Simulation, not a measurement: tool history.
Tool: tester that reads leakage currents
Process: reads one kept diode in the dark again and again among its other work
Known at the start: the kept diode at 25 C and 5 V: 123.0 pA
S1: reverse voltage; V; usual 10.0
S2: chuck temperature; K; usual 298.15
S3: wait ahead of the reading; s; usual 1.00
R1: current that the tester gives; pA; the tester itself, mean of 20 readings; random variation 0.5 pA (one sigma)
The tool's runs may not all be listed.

Run 1, day 0.000: usual settings. Result: R1 165.33 pA.
Run 2, day 6.754: usual settings but S3 4.39 s. Result: R1 165.46 pA.
Run 3, day 12.200: usual settings but S3 4.39 s. Result: R1 164.98 pA.
Run 4, day 22.442: usual settings. Result: R1 165.28 pA.
At day 23.300: tester calibrated.
Run 5, day 29.879: usual settings but S2 302.15 K. Result: R1 237.94 pA.
Run 6, day 36.333: usual settings. Result: R1 164.56 pA.
Run 7, day 40.650: usual settings but S3 0.40 s. Result: R1 165.49 pA.
At day 41.529: probe card cleaned and baked.
Run 8, day 48.283: usual settings but S1 2.5 V, S2 311.15 K, S3 0.86 s. Result: R1 292.72 pA.
Run 9, day 54.742: usual settings but S1 1.3 V, S2 296.15 K, S3 0.86 s. Result: R1 58.23 pA.
Run 10, day 59.112: usual settings but S1 1.0 V, S2 306.15 K, S3 1.54 s. Result: R1 129.28 pA.
Run 11, day 66.962: usual settings but S1 1.0 V, S2 306.15 K, S3 1.54 s. Result: R1 129.34 pA.
At day 71.683: chuck's temperature calibrated.
Run 12, day 74.188: usual settings but S1 2.8 V, S2 306.15 K, S3 1.02 s. Result: R1 198.07 pA.

4 ways to go on from here, each from the tool as it stands after run 12. What would each give?
Run A, day 81.933: usual settings but S2 301.15 K, S3 4.63 s. Result: R1 ?.
Run B, day 81.933: usual settings but S1 2.1 V, S3 1.39 s. Result: R1 ?.
Run C, day 81.933: usual settings but S1 2.8 V, S2 321.15 K, S3 0.64 s. Result: R1 ?.
Run D, day 81.933: usual settings but S1 5.5 V, S2 295.15 K, S3 0.37 s. Result: R1 ?.

run      R1
  A  215.52
  B   85.71
  C  690.62
  D   97.64
Without the tool's hidden state the same runs would have given:
run      R1
  A  215.49
  B   85.70
  C  690.58
  D   97.62

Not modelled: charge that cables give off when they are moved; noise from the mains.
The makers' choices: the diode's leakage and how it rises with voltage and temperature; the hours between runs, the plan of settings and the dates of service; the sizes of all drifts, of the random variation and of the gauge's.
